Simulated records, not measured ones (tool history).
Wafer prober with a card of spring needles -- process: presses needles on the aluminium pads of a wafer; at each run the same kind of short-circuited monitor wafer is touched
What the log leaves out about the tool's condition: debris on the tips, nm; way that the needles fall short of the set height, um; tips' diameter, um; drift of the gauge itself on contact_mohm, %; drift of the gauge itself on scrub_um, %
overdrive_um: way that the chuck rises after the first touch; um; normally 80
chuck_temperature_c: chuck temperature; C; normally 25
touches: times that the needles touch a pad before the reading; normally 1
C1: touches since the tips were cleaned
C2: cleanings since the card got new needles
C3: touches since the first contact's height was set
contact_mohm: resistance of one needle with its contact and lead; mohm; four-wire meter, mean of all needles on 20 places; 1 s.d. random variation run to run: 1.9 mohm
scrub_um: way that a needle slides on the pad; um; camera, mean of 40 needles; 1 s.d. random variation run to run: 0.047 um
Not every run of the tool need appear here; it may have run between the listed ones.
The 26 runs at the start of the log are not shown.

run 27 day=12.521 | overdrive_um=80 chuck_temperature_c=25 touches=2 | C1=7211 C2=22 C3=206791 | contact_mohm=200 scrub_um=9.96
-- day=12.683 tips cleaned on abrasive film
-- day=12.696 height of the first contact set anew
run 28 day=13.025 | overdrive_um=80 chuck_temperature_c=25 touches=2 | C1=2295 C2=23 C3=2295 | contact_mohm=203 scrub_um=9.95
run 29 day=13.412 | overdrive_um=67 chuck_temperature_c=42 touches=2 | C1=5039 C2=23 C3=5039 | contact_mohm=212 scrub_um=8.25
run 30 day=13.833 | overdrive_um=67 chuck_temperature_c=42 touches=2 | C1=7973 C2=23 C3=7973 | contact_mohm=209 scrub_um=8.24
-- day=13.917 tips cleaned on abrasive film
run 31 day=14.212 | overdrive_um=80 chuck_temperature_c=25 touches=2 | C1=2101 C2=24 C3=10626 | contact_mohm=201 scrub_um=9.91
run 32 day=14.771 | overdrive_um=80 chuck_temperature_c=25 touches=2 | C1=6003 C2=24 C3=14528 | contact_mohm=203 scrub_um=9.88
-- day=15.121 tips cleaned on abrasive film
run 33 day=15.408 | overdrive_um=80 chuck_temperature_c=25 touches=2 | C1=2037 C2=25 C3=18989 | contact_mohm=202 scrub_um=9.9
run 34 day=15.775 | overdrive_um=80 chuck_temperature_c=25 touches=2 | C1=4594 C2=25 C3=21546 | contact_mohm=206 scrub_um=9.85
-- day=16.338 tips cleaned on abrasive film
run 35 day=16.379 | overdrive_um=80 chuck_temperature_c=25 touches=2 | C1=307 C2=26 C3=25774 | contact_mohm=201 scrub_um=9.82
run 36 day=16.758 | overdrive_um=80 chuck_temperature_c=56 touches=3 | C1=2978 C2=26 C3=28445 | contact_mohm=205 scrub_um=10.01

Here are 3 independent what-if runs from the current tool condition. What would each one return?
run A day=17.25 | overdrive_um=76 chuck_temperature_c=30 touches=2 | C1=6412 C2=26 C3=31879 | contact_mohm=? scrub_um=?
run B day=17.25 | overdrive_um=91 chuck_temperature_c=116 touches=2 | C1=6412 C2=26 C3=31879 | contact_mohm=? scrub_um=?
run C day=17.25 | overdrive_um=65 chuck_temperature_c=59 touches=1 | C1=6412 C2=26 C3=31879 | contact_mohm=? scrub_um=?

run=A contact_mohm=206 scrub_um=9.42
run=B contact_mohm=220 scrub_um=11.31
run=C contact_mohm=213 scrub_um=8.03
Take away the tool's hidden state, keep each run's random variation, and the runs would have read:
run=A contact_mohm=205 scrub_um=9.42
run=B contact_mohm=220 scrub_um=11.32
run=C contact_mohm=213 scrub_um=8.03
